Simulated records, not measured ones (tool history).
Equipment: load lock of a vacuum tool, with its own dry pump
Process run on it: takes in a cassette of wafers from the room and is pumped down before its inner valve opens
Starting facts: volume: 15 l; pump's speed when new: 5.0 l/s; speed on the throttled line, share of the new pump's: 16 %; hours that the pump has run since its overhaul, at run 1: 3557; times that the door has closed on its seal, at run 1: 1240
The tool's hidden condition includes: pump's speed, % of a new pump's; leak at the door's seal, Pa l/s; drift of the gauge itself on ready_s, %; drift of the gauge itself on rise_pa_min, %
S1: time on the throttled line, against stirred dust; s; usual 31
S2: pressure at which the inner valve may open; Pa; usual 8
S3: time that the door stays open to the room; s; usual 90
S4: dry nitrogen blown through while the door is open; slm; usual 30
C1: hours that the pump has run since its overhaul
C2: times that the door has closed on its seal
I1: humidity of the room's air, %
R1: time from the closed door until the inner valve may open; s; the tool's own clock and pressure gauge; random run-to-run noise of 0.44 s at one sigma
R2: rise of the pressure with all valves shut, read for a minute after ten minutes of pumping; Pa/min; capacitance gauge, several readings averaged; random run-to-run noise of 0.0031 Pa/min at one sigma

| run | day | S1 | S2 | S3 | S4 | C1 | C2 | I1 | R1 | R2 |
|---|---|---|---|---|---|---|---|---|---|---|
| 1 | 0 | 31 | 8 | 90 | 30 | 3557 | 1240 | 45.1 | 55.9 | 0.068 |
| 2 | 7.679 | 31 | 8 | 90 | 30 | 3741 | 1965 | 44.5 | 54.8 | 0.06 |
| 3 | 11.188 | 31 | 8 | 90 | 30 | 3825 | 2296 | 45.9 | 56.2 | 0.066 |
| 4 | 19.217 | 31 | 8 | 90 | 30 | 4018 | 3053 | 43.5 | 55.5 | 0.077 |
| 5 | 23.842 | 31 | 8 | 90 | 30 | 4129 | 3489 | 44 | 56 | 0.068 |
| 6 | 28.229 | 31 | 8 | 90 | 30 | 4234 | 3903 | 43.8 | 55.9 | 0.074 |
| 7 | 36.108 | 31 | 8 | 90 | 30 | 4424 | 4646 | 43 | 55.6 | 0.074 |
| 8 | 40.238 | 31 | 8 | 90 | 30 | 4523 | 5036 | 43.3 | 56.2 | 0.078 |
| 9 | 47.817 | 31 | 8 | 90 | 30 | 4705 | 5751 | 46.2 | 56.3 | 0.092 |
| 10 | 54.775 | 31 | 8 | 90 | 30 | 4872 | 6407 | 43.5 | 56.7 | 0.087 |
| 11 | 62.683 | 31 | 8 | 90 | 30 | 5061 | 7153 | 44 | 56.2 | 0.092 |
| 12 | 67.662 | 31 | 8 | 90 | 30 | 5181 | 7623 | 43.8 | 56.1 | 0.091 |
| 13 | 71.158 | 31 | 8 | 90 | 30 | 5265 | 7953 | 46.5 | 55.3 | 0.101 |
| 14 | 76.779 | 31 | 8 | 90 | 30 | 5400 | 8483 | 43.5 | 56.3 | 0.1 |
| 15 | 80.754 | 31 | 8 | 90 | 7 | 5495 | 8858 | 45.6 | 56.6 | 0.142 |
| 16 | 85.383 | 31 | 8 | 90 | 7 | 5606 | 9294 | 46.7 | 57.1 | 0.155 |
| 17 | 92.508 | 31 | 8 | 90 | 7 | 5777 | 9966 | 42.3 | 55.8 | 0.148 |
| 18 | 98.983 | 31 | 8 | 90 | 7 | 5932 | 10577 | 42.2 | 56.9 | 0.15 |
| 19 | 103.904 | 31 | 8 | 90 | 30 | 6051 | 11042 | 43 | 55.9 | 0.114 |
| 20 | 111.854 | 31 | 8 | 90 | 30 | 6241 | 11791 | 44.4 | 56.2 | 0.114 |
| 21 | 119.446 | 31 | 7 | 90 | 11 | 6424 | 12508 | 46.9 | 56.8 | 0.16 |
| 22 | 125.971 | 31 | 7 | 44 | 7 | 6580 | 13123 | 43.1 | 56.9 | 0.143 |
| 23 | 131.308 | 20 | 8 | 90 | 30 | 6708 | 13627 | 42.6 | 47 | 0.127 |
| 24 | 139.479 | 20 | 8 | 90 | 30 | 6904 | 14397 | 42.6 | 47.7 | 0.131 |
| 25 | 147.771 | 20 | 8 | 90 | 30 | 7103 | 15179 | 46.7 | 47.5 | 0.148 |
| 26 | 154.221 | 20 | 8 | 90 | 30 | 7258 | 15788 | 44.5 | 47.4 | 0.149 |
| 27 | 160.85 | 20 | 8 | 90 | 30 | 7417 | 16413 | 48.1 | 47.7 | 0.156 |
| 28 | 164.779 | 31 | 8 | 90 | 31 | 7512 | 16784 | 43.4 | 56.7 | 0.156 |
| 29 | 171.958 | 31 | 8 | 90 | 31 | 7684 | 17461 | 43.7 | 57.3 | 0.156 |
| 30 | 178.833 | 31 | 8 | 90 | 31 | 7849 | 18109 | 44.8 | 56.8 | 0.163 |
| 31 | 186.2 | 31 | 11 | 90 | 31 | 8026 | 18804 | 45.1 | 55.8 | 0.165 |
| 32 | 192.8 | 17 | 16 | 106 | 37 | 8184 | 19427 | 43.2 | 42.5 | 0.167 |
| 33 | 200.433 | 17 | 9 | 205 | 26 | 8367 | 20147 | 45.7 | 45.5 | 0.212 |

3 ways to go on from here, each from the tool as it stands after run 33. What would each give?
| A | 205.754 | 17 | 9 | 99 | 26 | 8495 | 20649 | 40.8 | ? | ? |
| B | 205.754 | 17 | 14 | 205 | 19 | 8495 | 20649 | 46 | ? | ? |
| C | 205.754 | 17 | 9 | 33 | 26 | 8495 | 20649 | 44.4 | ? | ? |

| run | R1 | R2 |
|---|---|---|
| A | 45.1 | 0.184 |
| B | 43.4 | 0.236 |
| C | 45.6 | 0.158 |
Without the tool's unlogged condition, the same runs would have read:
| run | R1 | R2 |
|---|---|---|
| A | 42.5 | 0.06 |
| B | 41 | 0.113 |
| C | 43 | 0.037 |
